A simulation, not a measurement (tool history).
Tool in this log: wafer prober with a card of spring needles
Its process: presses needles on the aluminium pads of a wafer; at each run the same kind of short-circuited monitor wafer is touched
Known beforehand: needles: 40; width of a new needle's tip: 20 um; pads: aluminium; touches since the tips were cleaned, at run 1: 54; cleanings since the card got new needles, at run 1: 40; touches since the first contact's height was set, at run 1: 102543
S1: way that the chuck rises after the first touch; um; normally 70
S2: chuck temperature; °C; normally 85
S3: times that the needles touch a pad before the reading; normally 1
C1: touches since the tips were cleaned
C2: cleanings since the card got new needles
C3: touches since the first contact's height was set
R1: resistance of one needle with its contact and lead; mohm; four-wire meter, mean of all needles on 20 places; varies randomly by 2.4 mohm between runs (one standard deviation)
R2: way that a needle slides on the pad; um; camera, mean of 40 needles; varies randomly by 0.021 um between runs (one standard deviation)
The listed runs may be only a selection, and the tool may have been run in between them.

run   hour  S1   S2  S3    C1  C2      C3   R1     R2
  1    0.0  70   85   1    54  40  102543  273  11.74
      10.4  -- tips cleaned on abrasive film
      12.0  -- height of the first contact set anew
  2   15.1  70   85   1  1868  41    1327  282  11.70
      21.1  -- tips cleaned on abrasive film
  3   21.7  61   85   1   254  42    4123  275  10.16
      32.2  -- tips cleaned on abrasive film
  4   34.0  61   85   1   780  43    9369  282  10.14
      43.9  -- tips cleaned on abrasive film
  5   47.9  63   85   1  1736  44   15297  288  10.48
      54.5  -- tips cleaned on abrasive film
  6   62.9  70   90   1  3608  45   21691  297  11.61
      65.0  -- tips cleaned on abrasive film
  7   73.8  70   85   2  3763  46   26323  285  11.63
      76.5  -- tips cleaned on abrasive film
      87.1  -- tips cleaned on abrasive film
  8   88.7  70   85   2   649  48   32627  282  11.62
      93.1  -- height of the first contact set anew, once more
  9   97.2  70   85   3  4195  48    1781  278  11.93
      98.6  -- tips cleaned on abrasive film
 10  103.9  70   85   3  2280  49    4601  274  11.91
     109.5  -- tips cleaned on abrasive film
 11  113.2  64   36   1  1557  50    8541  269  10.88
     120.6  -- tips cleaned on abrasive film
 12  120.6  87  111   2     0  51   11678  273  14.80

Consider 4 possible next runs. They are alternatives, not a sequence: every one starts from the tool as it was left by run 12. What does each give?
  A  130.7  56   85   1  4351  51  16029   ?   ?
  B  130.7  51  111   2  4351  51  16029   ?   ?
  C  130.7  70   64   1  4351  51  16029   ?   ?
  D  130.7  69   44   2  4351  51  16029   ?   ?

run   R1     R2
  A  313   9.51
  B  309   8.67
  C  296  11.90
  D  274  11.76
With the hidden condition removed and each run's random variation left untouched, the same runs would have given:
run   R1     R2
  A  271   9.53
  B  280   8.69
  C  265  11.92
  D  255  11.78

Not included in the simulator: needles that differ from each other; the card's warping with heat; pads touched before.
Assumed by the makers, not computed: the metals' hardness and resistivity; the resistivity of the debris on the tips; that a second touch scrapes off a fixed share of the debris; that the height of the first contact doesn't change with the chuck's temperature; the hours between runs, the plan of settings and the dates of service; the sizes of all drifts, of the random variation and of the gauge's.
